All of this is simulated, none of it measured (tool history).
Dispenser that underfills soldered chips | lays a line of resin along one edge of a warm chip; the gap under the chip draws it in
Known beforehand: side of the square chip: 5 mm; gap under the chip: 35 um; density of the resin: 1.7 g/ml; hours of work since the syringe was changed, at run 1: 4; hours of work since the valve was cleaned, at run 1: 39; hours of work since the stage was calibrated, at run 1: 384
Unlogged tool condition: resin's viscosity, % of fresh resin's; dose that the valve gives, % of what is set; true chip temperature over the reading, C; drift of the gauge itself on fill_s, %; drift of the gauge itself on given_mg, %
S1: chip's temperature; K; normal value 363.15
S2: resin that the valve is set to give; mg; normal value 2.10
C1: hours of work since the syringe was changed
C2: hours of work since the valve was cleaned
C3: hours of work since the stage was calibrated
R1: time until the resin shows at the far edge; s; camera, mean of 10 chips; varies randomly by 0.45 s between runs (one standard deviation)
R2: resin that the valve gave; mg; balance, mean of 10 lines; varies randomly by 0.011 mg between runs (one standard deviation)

{"run": 1, "hour": 0.0, "S1": 363.15, "S2": 2.1, "C1": 4, "C2": 39, "C3": 384, "R1": 42.7, "R2": 2.04}
{"hour": 6.1, "done": "new syringe of resin"}
{"run": 2, "hour": 11.9, "S1": 363.15, "S2": 2.1, "C1": 4, "C2": 47, "C3": 391, "R1": 42.0, "R2": 2.04}
{"hour": 18.5, "done": "new syringe of resin"}
{"run": 3, "hour": 24.9, "S1": 363.15, "S2": 2.1, "C1": 4, "C2": 54, "C3": 399, "R1": 42.7, "R2": 2.01}
{"hour": 30.7, "done": "new syringe of resin"}
{"run": 4, "hour": 34.4, "S1": 363.15, "S2": 2.1, "C1": 2, "C2": 60, "C3": 404, "R1": 39.3, "R2": 2.02}
{"hour": 43.7, "done": "new syringe of resin"}
{"run": 5, "hour": 51.1, "S1": 363.15, "S2": 2.1, "C1": 5, "C2": 70, "C3": 414, "R1": 42.8, "R2": 2.01}
{"hour": 55.5, "done": "new syringe of resin"}
{"run": 6, "hour": 66.1, "S1": 363.15, "S2": 2.1, "C1": 6, "C2": 79, "C3": 423, "R1": 46.8, "R2": 1.99}
{"hour": 67.8, "done": "new syringe of resin"}
{"run": 7, "hour": 79.1, "S1": 363.15, "S2": 2.62, "C1": 7, "C2": 87, "C3": 431, "R1": 45.4, "R2": 2.44}
{"hour": 80.4, "done": "new syringe of resin"}
{"run": 8, "hour": 87.8, "S1": 363.15, "S2": 2.62, "C1": 5, "C2": 92, "C3": 436, "R1": 42.4, "R2": 2.45}
{"hour": 92.7, "done": "new syringe of resin"}
{"hour": 105.4, "done": "new syringe of resin"}
{"run": 9, "hour": 105.4, "S1": 363.15, "S2": 2.62, "C1": 0, "C2": 103, "C3": 447, "R1": 34.9, "R2": 2.43}
{"run": 10, "hour": 114.0, "S1": 363.15, "S2": 2.06, "C1": 5, "C2": 108, "C3": 452, "R1": 45.1, "R2": 1.92}
{"hour": 117.7, "done": "new syringe of resin"}
{"run": 11, "hour": 127.7, "S1": 363.15, "S2": 2.06, "C1": 6, "C2": 116, "C3": 460, "R1": 47.6, "R2": 1.88}
{"hour": 130.3, "done": "new syringe of resin"}
{"hour": 142.4, "done": "new syringe of resin"}
{"run": 12, "hour": 144.8, "S1": 363.15, "S2": 1.89, "C1": 1, "C2": 126, "C3": 471, "R1": 40.6, "R2": 1.7}
{"hour": 154.4, "done": "new syringe of resin"}
{"run": 13, "hour": 155.0, "S1": 363.15, "S2": 1.89, "C1": 0, "C2": 132, "C3": 477, "R1": 36.7, "R2": 1.71}
{"hour": 167.1, "done": "new syringe of resin"}
{"hour": 170.5, "done": "dispensing valve cleaned and set on the balance"}
{"run": 14, "hour": 172.9, "S1": 368.15, "S2": 1.99, "C1": 3, "C2": 1, "C3": 487, "R1": 35.8, "R2": 1.99}
{"hour": 181.2, "done": "new syringe of resin"}
{"run": 15, "hour": 187.3, "S1": 368.15, "S2": 1.99, "C1": 4, "C2": 10, "C3": 496, "R1": 37.5, "R2": 1.98}
{"hour": 193.5, "done": "new syringe of resin"}
{"run": 16, "hour": 201.2, "S1": 358.15, "S2": 2.6, "C1": 5, "C2": 18, "C3": 504, "R1": 48.5, "R2": 2.57}
{"hour": 206.7, "done": "new syringe of resin"}
{"run": 17, "hour": 218.0, "S1": 361.15, "S2": 1.98, "C1": 7, "C2": 29, "C3": 514, "R1": 50.4, "R2": 1.93}
{"hour": 219.7, "done": "new syringe of resin"}
{"hour": 231.6, "done": "new syringe of resin"}
{"run": 18, "hour": 231.6, "S1": 359.15, "S2": 2.1, "C1": 0, "C2": 37, "C3": 522, "R1": 38.5, "R2": 2.06}

Predict the results of run 19:
{"run": 19, "hour": 240.5, "S1": 354.15, "S2": 2.56, "C1": 6, "C2": 42, "C3": 528, "R1": "?", "R2": "?"}

For run 19 the tool returned R1 54.4 s, R2 2.50 mg.
Take away the tool's hidden state, keep the run-to-run variation as it was, and the same run would have given R1 42.3 s, R2 2.57 mg.
